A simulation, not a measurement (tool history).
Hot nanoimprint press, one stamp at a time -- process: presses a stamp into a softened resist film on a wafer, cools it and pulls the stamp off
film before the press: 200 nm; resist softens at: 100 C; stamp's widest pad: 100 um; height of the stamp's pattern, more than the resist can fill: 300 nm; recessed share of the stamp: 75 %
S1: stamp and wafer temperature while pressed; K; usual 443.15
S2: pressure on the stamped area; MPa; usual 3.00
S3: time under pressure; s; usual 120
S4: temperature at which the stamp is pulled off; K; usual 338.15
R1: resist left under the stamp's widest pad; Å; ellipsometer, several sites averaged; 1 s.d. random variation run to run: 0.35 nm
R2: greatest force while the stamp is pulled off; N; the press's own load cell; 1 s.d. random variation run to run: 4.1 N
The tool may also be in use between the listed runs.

run,hour,S1,S2,S3,S4,R1,R2
1,0.0,443.15,3.00,120,338.15,870,208
2,10.2,454.15,3.00,120,338.15,503,195
3,26.9,454.15,3.00,120,338.15,505,205
4,36.3,454.15,3.00,120,338.15,497,201
5,58.7,448.15,3.00,120,338.15,668,200
6,76.0,435.15,3.00,120,338.15,1242,198
7,91.4,435.15,3.00,120,338.15,1239,193
8,102.7,435.15,3.00,120,338.15,1244,200
9,123.5,435.15,3.00,120,338.15,1237,202
10,144.5,440.15,3.00,120,338.15,986,203
11,155.9,443.15,3.00,120,338.15,861,198
12,169.3,443.15,3.00,120,338.15,847,198
13,186.3,443.15,3.00,120,338.15,846,196
14,208.8,443.15,3.00,120,338.15,851,201
# hour 212.5: gauge calibrated
15,222.4,443.15,3.00,120,338.15,871,200
16,232.6,431.15,2.49,200,327.15,1350,218
17,246.3,431.15,2.49,200,327.15,1345,211
18,258.7,454.15,2.49,78,327.15,660,225
19,268.0,446.15,3.79,96,326.15,735,213
20,283.6,433.15,3.00,120,329.15,1355,212
21,296.1,433.15,3.00,120,329.15,1346,221
22,310.6,434.15,3.00,79,338.15,1440,207
23,323.8,434.15,3.00,79,338.15,1438,200
24,344.6,455.15,3.01,120,338.15,473,203
25,367.1,440.15,3.27,60,338.15,1205,199
26,386.6,440.15,3.27,60,338.15,1205,201
27,404.6,440.15,3.27,60,338.15,1201,199

Forecast each of these 4 alternatives for the next run:
A,414.0,434.15,3.00,120,338.15,?,?
B,414.0,436.15,3.27,60,324.15,?,?
C,414.0,452.15,2.84,120,323.15,?,?
D,414.0,443.15,2.15,120,338.15,?,?

run,R1,R2
A,1270,201
B,1386,225
C,556,215
D,970,200
What these runs would have given with no unlogged condition in the tool:
run,R1,R2
A,1304,198
B,1425,223
C,572,213
D,997,198
